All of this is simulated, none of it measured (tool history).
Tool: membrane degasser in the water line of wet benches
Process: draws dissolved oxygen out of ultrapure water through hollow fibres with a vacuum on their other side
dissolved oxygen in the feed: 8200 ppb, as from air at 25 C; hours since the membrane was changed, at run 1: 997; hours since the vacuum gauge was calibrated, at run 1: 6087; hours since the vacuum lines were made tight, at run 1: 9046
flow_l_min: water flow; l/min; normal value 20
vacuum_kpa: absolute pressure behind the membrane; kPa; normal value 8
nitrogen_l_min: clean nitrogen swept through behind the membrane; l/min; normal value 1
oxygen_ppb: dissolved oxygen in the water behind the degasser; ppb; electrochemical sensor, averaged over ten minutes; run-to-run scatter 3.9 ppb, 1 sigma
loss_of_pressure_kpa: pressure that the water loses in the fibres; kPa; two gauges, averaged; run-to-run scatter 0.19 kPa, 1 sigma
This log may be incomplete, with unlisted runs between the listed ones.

run	day	flow_l_min	vacuum_kpa	nitrogen_l_min	hours since the membrane was changed	hours since the vacuum gauge was calibrated	hours since the vacuum lines were made tight	oxygen_ppb	loss_of_pressure_kpa
1	0	20	8	1	997	6087	9046	404.2	37.56
2	2.929	25	8	1	1068	6157	9116	518.2	47.05
3	5.779	25	8	1	1136	6226	9185	501.7	47.12
4	7.429	20	8	1	1176	6265	9224	407.9	37.62
5	10.229	20	8	1	1243	6332	9291	402.1	37.2
6	11.867	20	8	1	1282	6372	9331	395.1	37.57
7	13.642	20	8	1	1325	6414	9373	402.5	37.47
# day 13.954: vacuum gauge calibrated
8	17.2	20	8	1	1410	78	9458	392.3	37.21
9	19.775	20	8	1	1471	140	9520	401.6	37.42
10	22.396	20	8	1	1534	203	9583	404.3	37.67
11	24.996	20	8	1	1597	265	9645	401.6	37.49
12	27.925	20	8	1	1667	335	9716	406.1	37.56
13	30.258	20	8	1	1723	391	9772	398.6	37.73
14	33.238	20	8	1	1795	463	9843	404.2	37.79
15	36.125	20	7.02	1	1864	532	9912	359.6	37.4
16	38.504	20	8.45	1	1921	589	9970	421.8	37.43
# day 39.108: seals of the vacuum lines changed
17	41.229	20	6.14	1	1984	653	51	324.9	37.44
18	43.579	20	10.35	1	2041	709	107	496	37.65
19	46.892	20	10.35	1	2120	789	187	496	37.51
20	48.742	20	10.35	1	2165	833	231	502.8	37.49
21	51.225	20	10.35	1	2224	892	291	491.1	37.72
22	54.15	15	11.41	0.94	2294	963	361	419.5	28.26
23	56.55	15	11.41	0.94	2352	1020	419	428.2	28.04
24	58.567	25	11.41	0.94	2400	1069	467	691.4	47.19
25	62.079	25	11.41	0.94	2485	1153	551	680.2	47.3
26	65.625	25	11.41	0.94	2570	1238	636	684.3	47.12
27	68.512	14	4.91	2.84	2639	1307	706	141.8	26.42
28	70.662	14	4.91	2.84	2691	1359	757	142.2	26.4
29	72.683	14	4.91	2.84	2739	1407	806	142.2	26.6
30	75.392	14	4.91	2.84	2804	1472	871	144.8	26.44
31	77.592	17	4.91	0.99	2857	1525	924	226.1	32.16
32	80.229	17	7.06	2.87	2920	1589	987	212.3	32.21
33	83.188	17	7.06	2.87	2991	1660	1058	213.8	31.91

Forecast each of these 3 alternatives for the next run:
A	85.758	16	8	1.6	3053	1721	1120	?	?
B	85.758	13	6.57	1.05	3053	1721	1120	?	?
C	85.758	17	10.47	2.87	3053	1721	1120	?	?

run	oxygen_ppb	loss_of_pressure_kpa
A	261.5	30.07
B	206.1	24.43
C	261.6	32.63
Stripped of hidden state, with their random variation kept, the same runs would have yielded:
run	oxygen_ppb	loss_of_pressure_kpa
A	251.3	29.66
B	197.1	24.1
C	251.9	32.2
